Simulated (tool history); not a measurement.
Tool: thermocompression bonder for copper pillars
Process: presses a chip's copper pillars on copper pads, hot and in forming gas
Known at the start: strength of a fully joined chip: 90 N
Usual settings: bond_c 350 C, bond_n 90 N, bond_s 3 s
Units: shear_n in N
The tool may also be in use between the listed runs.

| run | hour | bond_c | bond_n | bond_s | shear_n |
|---|---|---|---|---|---|
| 1 | 0 | 350 | 90 | 3 | 32.8 |
| 2 | 10.1 | 350 | 90 | 3 | 33.3 |
| 3 | 19.8 | 350 | 90 | 3 | 32.4 |
| 4 | 37.1 | 336 | 90 | 3 | 27.5 |
| 5 | 50.7 | 336 | 90 | 3 | 27.7 |
| 6 | 67.6 | 336 | 90 | 3 | 28.2 |
| 7 | 76.6 | 336 | 90 | 3 | 27.1 |
| 8 | 90 | 336 | 90 | 3 | 27.4 |
| 9 | 104.7 | 336 | 117 | 3 | 34.3 |
| 10 | 117 | 336 | 117 | 5 | 40.5 |
| 11 | 133.1 | 350 | 90 | 3 | 32.5 |
| 12 | 149.3 | 350 | 90 | 3 | 33.1 |
|  | 152.5 | force cell calibrated |
| 13 | 161.6 | 350 | 90 | 3 | 32.5 |
| 14 | 176.9 | 350 | 90 | 3 | 32.7 |
| 15 | 187.7 | 350 | 90 | 3 | 31.2 |
| 16 | 201.7 | 350 | 90 | 3 | 33.6 |
| 17 | 217.6 | 350 | 90 | 5 | 39.2 |
|  | 228.1 | force cell calibrated, once more |
| 18 | 228.3 | 368 | 90 | 5 | 46.9 |
| 19 | 244.7 | 368 | 90 | 5 | 49.1 |
| 20 | 259.1 | 368 | 90 | 5 | 47.7 |
| 21 | 271.7 | 345 | 85 | 2 | 24.2 |
| 22 | 282.9 | 366 | 133 | 5 | 61.7 |
| 23 | 300.9 | 347 | 69 | 3 | 25.5 |
| 24 | 309.6 | 347 | 69 | 3 | 25.5 |
| 25 | 322.1 | 368 | 56 | 6 | 36.3 |
| 26 | 338.5 | 368 | 66 | 6 | 40.3 |
| 27 | 355.3 | 347 | 90 | 4 | 34.7 |
| 28 | 364.6 | 347 | 90 | 4 | 35.2 |
| 29 | 379.1 | 329 | 89 | 9 | 37.2 |
| 30 | 389.7 | 329 | 89 | 8 | 37.3 |
| 31 | 404 | 329 | 89 | 8 | 36.8 |
| 32 | 419.3 | 345 | 107 | 8 | 50.2 |
| 33 | 433.8 | 361 | 58 | 2 | 22.5 |
| 34 | 444 | 350 | 58 | 2 | 20.5 |
| 35 | 452.3 | 362 | 90 | 7 | 50.5 |
| 36 | 468.8 | 362 | 90 | 7 | 49.7 |
| 37 | 485.7 | 368 | 90 | 7 | 53.7 |
| 38 | 496.4 | 368 | 90 | 7 | 51.8 |
| 39 | 505.3 | 365 | 114 | 5 | 53.2 |
| 40 | 514.6 | 345 | 116 | 5 | 44.5 |

Forecast each of these 4 alternatives for the next run:
| A | 532.1 | 327 | 68 | 3 | ? |
| B | 532.1 | 340 | 109 | 9 | ? |
| C | 532.1 | 363 | 104 | 3 | ? |
| D | 532.1 | 345 | 94 | 5 | ? |

| run | shear_n |
|---|---|
| A | 19.1 |
| B | 49.7 |
| C | 41.8 |
| D | 37.6 |
Without the tool's hidden state the same runs would have given:
| run | shear_n |
|---|---|
| A | 20.7 |
| B | 53.5 |
| C | 45.1 |
| D | 40.7 |

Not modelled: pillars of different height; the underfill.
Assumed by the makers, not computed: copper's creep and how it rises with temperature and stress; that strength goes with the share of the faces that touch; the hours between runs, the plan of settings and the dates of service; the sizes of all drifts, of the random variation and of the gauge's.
